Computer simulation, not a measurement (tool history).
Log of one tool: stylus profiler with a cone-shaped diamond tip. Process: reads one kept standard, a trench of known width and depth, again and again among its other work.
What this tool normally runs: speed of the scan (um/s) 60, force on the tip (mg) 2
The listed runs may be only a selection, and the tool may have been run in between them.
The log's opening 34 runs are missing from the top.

| run | day | speed of the scan (um/s) | force on the tip (mg) | depth of the trench (angstrom) | width of the trench's floor (um) |
|---|---|---|---|---|---|
| 35 | 39.921 | 61 | 3.1 | 2035 | 16.82 |
| 36 | 41.433 | 95 | 0.94 | 2014.7 | 16.33 |
| 37 | 42.633 | 159 | 1.36 | 2019.8 | 16 |
| 38 | 43.854 | 25 | 2.52 | 2028.8 | 17.11 |
| 39 | 45.325 | 25 | 1.12 | 2017.4 | 16.97 |
| 40 | 46.6 | 133 | 0.84 | 2014.1 | 15.93 |
| 41 | 48.046 | 180 | 0.86 | 2014.6 | 15.46 |
| 42 | 49.162 | 44 | 2.51 | 2029.1 | 16.9 |
| 43 | 50.008 | 36 | 2.65 | 2030.8 | 17.02 |
| 44 | 51.296 | 36 | 2.65 | 2030.6 | 17.01 |
| 45 | 52.317 | 25 | 2.15 | 2025.7 | 17.06 |
| 46 | 53.925 | 25 | 2.33 | 2028.2 | 17.04 |
| 47 | 55.104 | 25 | 2.33 | 2029.2 | 17.07 |

4 options for the next run, each taken on its own from the tool as it stands now. Forecast them:
| A | 56.579 | 41 | 5.87 | ? | ? |
| B | 56.579 | 60 | 0.91 | ? | ? |
| C | 56.579 | 62 | 2 | ? | ? |
| D | 56.579 | 25 | 1.06 | ? | ? |

| run | depth of the trench (angstrom) | width of the trench's floor (um) |
|---|---|---|
| A | 2052.7 | 17.06 |
| B | 2015.8 | 16.65 |
| C | 2025.9 | 16.82 |
| D | 2016.1 | 16.98 |
Take away the tool's hidden state, keep each run's random variation, and the runs would have read:
| run | depth of the trench (angstrom) | width of the trench's floor (um) |
|---|---|---|
| A | 2052.7 | 17.06 |
| B | 2015.9 | 16.65 |
| C | 2025.9 | 16.82 |
| D | 2016.2 | 16.98 |
